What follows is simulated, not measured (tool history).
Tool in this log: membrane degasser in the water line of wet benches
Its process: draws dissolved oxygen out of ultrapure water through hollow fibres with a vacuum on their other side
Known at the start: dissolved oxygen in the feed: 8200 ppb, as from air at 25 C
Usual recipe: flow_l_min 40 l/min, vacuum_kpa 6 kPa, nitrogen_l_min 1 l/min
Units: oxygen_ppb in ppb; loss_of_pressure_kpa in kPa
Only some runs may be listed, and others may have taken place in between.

run    hour  flow_l_min  vacuum_kpa  nitrogen_l_min  oxygen_ppb  loss_of_pressure_kpa
  1       0          40           6               1       434.7                 34.47
  2      47          40           6               1       433.1                 34.57
  3   101.6          40           6               1       430.2                 34.25
      109.2  -- vacuum gauge calibrated
  4   143.7          40           6               1       439.2                 34.33
  5   208.8          40           6               1       423.5                 34.65
  6   253.9          40           6               1       431.5                 34.51
  7   309.6          40        3.76               1       267.7                 34.45
  8   347.3          40        3.76             0.4       304.9                  34.2
  9   409.4          33           6               1       302.2                 28.59
 10   453.8          33           6               1       303.6                 28.39
 11   498.9          33           6               1       297.9                 28.49
 12   552.9          40           6               1       433.7                 34.11
 13   596.6          52           6               1       701.8                  44.8
 14   653.4          40           6               1         438                 34.68
 15   718.7          40        8.73               1       632.9                 34.53
 16   757.4          40           6               1       439.2                 34.63
 17   801.7          40           6               1         427                 34.16
 18   874.4          40           6               1       434.7                 34.45
 19   932.6          36        8.93            1.95       387.9                 31.02
 20  1012.7          36        8.93            1.95       391.4                 30.98
 21  1071.9          36        8.93            1.95       381.7                 31.19
     1135.7  -- seals of the vacuum lines changed
 22  1148.9          55        13.4            0.95      1425.2                 46.98
 23  1202.9          40        14.2            0.42      1601.2                 34.16
 24  1249.3          36        4.68               1       262.1                 31.11
 25  1322.7          40        3.85            1.23       264.8                 34.55
 26  1379.9          40        6.97            0.88       535.2                 34.17
 27  1428.4          40        7.95            0.62       726.1                 34.77
 28    1464          40        7.95            0.62       722.1                  34.7
 29  1543.3          40        7.95            0.62       721.9                  34.4
 30  1602.3          58           6               1       842.8                 49.95
 31  1647.3          40           6            0.65       512.1                 34.93
 32  1708.1          59       14.31            0.43      2227.6                 50.87

Branching from run 32: 4 alternative next runs. What would each branch give?
  A  1786          52           8            2.01           ?                     ?
  B  1786          38       14.31            0.67           ?                     ?
  C  1786          40        5.43            2.61           ?                     ?
  D  1786          57       12.44            0.47           ?                     ?

run  oxygen_ppb  loss_of_pressure_kpa
  A       695.4                 44.53
  B      1202.4                 32.55
  C       299.8                  34.6
  D      1869.1                 49.14
What these runs would have given with no unlogged condition in the tool:
run  oxygen_ppb  loss_of_pressure_kpa
  A       694.7                 44.51
  B        1202                 32.54
  C       299.4                 34.59
  D      1868.3                 49.12

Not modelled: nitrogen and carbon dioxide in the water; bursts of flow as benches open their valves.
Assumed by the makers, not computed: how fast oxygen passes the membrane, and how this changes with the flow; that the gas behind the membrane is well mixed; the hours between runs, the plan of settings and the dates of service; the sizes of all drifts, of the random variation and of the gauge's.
